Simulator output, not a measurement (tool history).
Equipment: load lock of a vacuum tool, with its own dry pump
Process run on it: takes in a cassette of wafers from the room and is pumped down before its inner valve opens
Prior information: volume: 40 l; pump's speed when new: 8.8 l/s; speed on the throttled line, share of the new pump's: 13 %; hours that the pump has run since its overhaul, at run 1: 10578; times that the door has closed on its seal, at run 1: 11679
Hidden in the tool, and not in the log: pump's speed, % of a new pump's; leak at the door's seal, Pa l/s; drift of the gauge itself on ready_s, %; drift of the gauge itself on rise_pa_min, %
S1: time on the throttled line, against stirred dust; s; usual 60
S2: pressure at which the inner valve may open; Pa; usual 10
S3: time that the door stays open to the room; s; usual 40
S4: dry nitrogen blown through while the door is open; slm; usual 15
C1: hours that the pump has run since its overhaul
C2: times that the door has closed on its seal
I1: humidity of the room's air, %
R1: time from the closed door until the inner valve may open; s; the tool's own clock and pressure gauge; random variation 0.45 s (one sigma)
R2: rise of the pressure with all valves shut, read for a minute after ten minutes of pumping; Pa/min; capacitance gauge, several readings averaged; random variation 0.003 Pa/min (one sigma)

run	hour	S1	S2	S3	S4	C1	C2	I1	R1	R2
1	0.0	60	10	40	15	10578	11679	41.5	97.7	0.092
2	150.6	60	10	40	15	10728	11909	44.5	98.4	0.098
3	317.4	60	10	40	15	10895	12163	44.4	97.4	0.098
4	484.2	60	10	40	15	11062	12417	44.0	97.1	0.101
5	677.3	60	10	40	6	11255	12711	43.1	96.8	0.110
6	871.3	60	10	40	6	11449	13006	45.0	97.4	0.122
7	1071.7	60	10	40	6	11649	13312	46.7	98.2	0.125
8	1237.2	60	10	40	6	11815	13564	46.3	98.0	0.128
9	1419.4	60	10	40	6	11997	13841	45.7	98.5	0.126
10	1607.8	60	10	40	6	12186	14128	44.9	97.3	0.121
11	1776.6	60	10	40	15	12354	14385	43.1	96.8	0.111
12	1912.8	88	16	40	15	12491	14593	42.7	119.2	0.115
13	2026.9	60	15	40	15	12605	14766	43.6	96.5	0.113
14	2144.3	60	15	40	15	12722	14945	45.2	95.7	0.118
15	2314.2	59	15	40	9	12892	15204	45.4	95.5	0.133
16	2436.3	37	10	130	31	13014	15390	45.2	78.8	0.124
17	2595.3	37	10	130	31	13173	15632	46.3	77.9	0.119
18	2713.5	37	10	130	31	13291	15812	47.0	79.3	0.125
19	2821.8	37	10	130	31	13400	15977	45.3	78.3	0.124
20	3037.0	37	10	130	31	13615	16305	43.3	78.5	0.125
21	3231.7	32	10	174	4	13810	16602	47.9	74.9	0.194

Consider 5 possible next runs. They are alternatives, not a sequence: every one starts from the tool as it was left by run 21. What does each give?
A	3425.7	71	10	73	23	14004	16897	47.7	?	?
B	3425.7	32	11	33	17	14004	16897	46.3	?	?
C	3425.7	32	10	162	4	14004	16897	43.2	?	?
D	3425.7	60	10	124	9	14004	16897	46.5	?	?
E	3425.7	32	10	90	4	14004	16897	46.0	?	?

run	R1	R2
A	108.1	0.131
B	74.3	0.121
C	74.3	0.188
D	97.8	0.168
E	74.6	0.177
The same runs, with their run-to-run variation unchanged, on a tool lacking any hidden condition would have given:
run	R1	R2
A	103.9	0.047
B	69.5	0.036
C	69.6	0.102
D	93.6	0.083
E	69.8	0.088
